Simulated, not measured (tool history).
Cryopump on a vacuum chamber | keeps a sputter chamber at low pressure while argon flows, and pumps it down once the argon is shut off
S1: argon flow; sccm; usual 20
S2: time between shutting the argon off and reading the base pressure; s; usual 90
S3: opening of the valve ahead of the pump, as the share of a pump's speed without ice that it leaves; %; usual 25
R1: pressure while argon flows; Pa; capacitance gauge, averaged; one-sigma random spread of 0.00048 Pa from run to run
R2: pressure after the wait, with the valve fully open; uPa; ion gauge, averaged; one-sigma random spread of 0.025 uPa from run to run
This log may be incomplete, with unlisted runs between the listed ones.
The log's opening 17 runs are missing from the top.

| run | hour | S1 | S2 | S3 | R1 | R2 |
|---|---|---|---|---|---|---|
| 18 | 308.4 | 20 | 131 | 25 | 0.0744 | 2.66 |
| 19 | 334.8 | 20 | 131 | 25 | 0.0754 | 2.81 |
| 20 | 359.9 | 20 | 131 | 25 | 0.0748 | 2.65 |
| 21 | 371.5 | 20 | 82 | 48 | 0.0392 | 3.07 |
| 22 | 386.1 | 38 | 82 | 48 | 0.0754 | 3.06 |
| 23 | 412.8 | 27 | 192 | 24 | 0.1059 | 2.55 |
| 24 | 429.0 | 27 | 192 | 24 | 0.1060 | 2.59 |
| 25 | 450.2 | 8 | 90 | 17 | 0.0443 | 3.01 |
| 26 | 472.9 | 23 | 35 | 28 | 0.0783 | 4.26 |
| 27 | 495.8 | 20 | 85 | 38 | 0.0498 | 3.17 |
| 28 | 521.9 | 20 | 90 | 46 | 0.0420 | 3.14 |
| 29 | 541.7 | 20 | 90 | 16 | 0.1165 | 3.09 |
| 30 | 554.1 | 20 | 57 | 15 | 0.1246 | 3.56 |
| 31 | 569.5 | 34 | 57 | 51 | 0.0650 | 3.68 |
| 32 | 588.0 | 34 | 57 | 51 | 0.0652 | 3.58 |
| 33 | 603.1 | 34 | 57 | 51 | 0.0651 | 3.59 |
| 34 | 618.1 | 34 | 57 | 51 | 0.0653 | 3.66 |

Here are 4 independent what-if runs from the current tool condition. What would each one return?
| A | 634.2 | 11 | 90 | 25 | ? | ? |
| B | 634.2 | 34 | 26 | 27 | ? | ? |
| C | 634.2 | 19 | 57 | 52 | ? | ? |
| D | 634.2 | 18 | 57 | 51 | ? | ? |

| run | R1 | R2 |
|---|---|---|
| A | 0.0415 | 3.25 |
| B | 0.1198 | 5.10 |
| C | 0.0359 | 3.64 |
| D | 0.0347 | 3.66 |
Take away the tool's hidden state, keep each run's random variation, and the runs would have read:
| run | R1 | R2 |
|---|---|---|
| A | 0.0402 | 0.99 |
| B | 0.1156 | 2.90 |
| C | 0.0335 | 1.43 |
| D | 0.0325 | 1.43 |
